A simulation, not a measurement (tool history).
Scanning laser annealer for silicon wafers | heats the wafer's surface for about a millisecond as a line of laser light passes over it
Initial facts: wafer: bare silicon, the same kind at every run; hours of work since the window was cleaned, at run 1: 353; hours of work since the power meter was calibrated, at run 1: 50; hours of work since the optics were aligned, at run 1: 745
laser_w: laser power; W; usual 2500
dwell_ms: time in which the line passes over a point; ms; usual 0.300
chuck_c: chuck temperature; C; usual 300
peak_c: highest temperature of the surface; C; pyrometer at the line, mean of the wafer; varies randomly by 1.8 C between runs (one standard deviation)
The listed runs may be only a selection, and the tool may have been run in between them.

run,hour,laser_w,dwell_ms,chuck_c,hours of work since the window was cleaned,hours of work since the power meter was calibrated,hours of work since the optics were aligned,peak_c
1,0.0,2500,0.300,300,353,50,745,1036
2,19.4,2500,0.300,300,366,62,758,1039
3,29.5,2500,0.300,300,373,69,764,1037
4,45.1,2500,0.300,300,383,80,775,1035
# hour 55.5: optics aligned, line set to its width
5,60.6,2500,0.300,300,390,87,3,1055
6,69.5,2203,0.300,300,396,93,9,950
7,80.3,2203,0.300,300,403,100,17,949
8,94.6,2266,0.300,300,413,109,26,971
9,110.2,2269,0.300,300,423,120,37,974
10,126.9,2197,0.262,275,434,131,48,883
11,146.4,2197,0.262,275,447,144,61,878
12,164.8,2512,0.262,334,460,156,73,1045
13,183.1,2136,0.262,338,472,169,85,920
14,194.3,2175,0.262,338,479,176,93,934
15,205.7,2670,0.349,309,487,184,100,1177

Below, each run's measurement less what the same run would have read without the hidden state. Both values contain the same run-to-run variation, but the gauge's scatter may not be the same in both:
Unlogged tool condition in this case: light that passes the window, % of a clean one's; laser's true power over the reading, %; width of the line over the set one, %; drift of the gauge itself on peak_c, C.
run,peak_c
1,-37
2,-38
3,-38
4,-39
5,-20
6,-18
7,-18
8,-19
9,-20
10,-19
11,-20
12,-23
13,-20
14,-21
15,-32

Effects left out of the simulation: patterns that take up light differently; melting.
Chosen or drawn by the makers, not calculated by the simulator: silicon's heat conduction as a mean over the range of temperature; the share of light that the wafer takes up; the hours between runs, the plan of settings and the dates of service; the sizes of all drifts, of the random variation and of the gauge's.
